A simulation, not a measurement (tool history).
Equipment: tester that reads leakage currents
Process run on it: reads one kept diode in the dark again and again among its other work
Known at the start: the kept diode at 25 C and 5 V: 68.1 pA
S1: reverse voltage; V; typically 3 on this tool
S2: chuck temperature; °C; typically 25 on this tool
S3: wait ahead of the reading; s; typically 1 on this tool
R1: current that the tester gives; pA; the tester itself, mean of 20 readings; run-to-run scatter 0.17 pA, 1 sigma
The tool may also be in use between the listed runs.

Run 1, day 0: usual settings. Result: R1 53.58 pA.
Run 2, day 1.15: usual settings. Result: R1 53.49 pA.
Run 3, day 1.804: usual settings but S2 41 °C. Result: R1 217.45 pA.
Run 4, day 2.571: usual settings but S2 41 °C. Result: R1 216.16 pA.
At day 2.758: chuck's temperature calibrated.
Run 5, day 3.646: usual settings. Result: R1 52.45 pA.
Run 6, day 4.462: usual settings. Result: R1 52.31 pA.
Run 7, day 5.317: usual settings. Result: R1 52.59 pA.
Run 8, day 6.325: usual settings but S1 1.53 V, S3 9.81 s. Result: R1 39.27 pA.
Run 9, day 6.925: usual settings but S1 1.53 V, S3 9.81 s. Result: R1 39.15 pA.
At day 7.308: chuck's temperature calibrated, once more.
Run 10, day 8.221: usual settings but S2 33 °C, S3 0.83 s. Result: R1 114.16 pA.
Run 11, day 8.975: usual settings but S2 31 °C, S3 4.51 s. Result: R1 94.41 pA.
Run 12, day 9.812: usual settings but S1 1.12 V, S2 22 °C, S3 1.12 s. Result: R1 27.9 pA.
Run 13, day 10.567: usual settings but S1 1.45 V, S2 28 °C, S3 1.12 s. Result: R1 53.46 pA.

What if the next run were any one of these 5? Each begins from the tool's condition after run 13:
Run A, day 11.65: usual settings but S1 1.28 V, S3 4.4 s. Result: R1 ?.
Run B, day 11.65: usual settings but S1 1.21 V, S2 45 °C, S3 0.68 s. Result: R1 ?.
Run C, day 11.65: usual settings but S1 12.98 V, S2 57 °C, S3 1.85 s. Result: R1 ?.
Run D, day 11.65: usual settings but S1 9.72 V, S2 46 °C, S3 3.11 s. Result: R1 ?.
Run E, day 11.65: usual settings but S1 10.43 V, S2 24 °C, S3 1.8 s. Result: R1 ?.

run       R1
  A    38.57
  B   213.72
  C  1454.09
  D    543.2
  E    84.35
Take away the tool's hidden state, keep each run's random variation, and the runs would have read:
run       R1
  A    38.99
  B   216.32
  C  1470.18
  D   549.09
  E    84.47

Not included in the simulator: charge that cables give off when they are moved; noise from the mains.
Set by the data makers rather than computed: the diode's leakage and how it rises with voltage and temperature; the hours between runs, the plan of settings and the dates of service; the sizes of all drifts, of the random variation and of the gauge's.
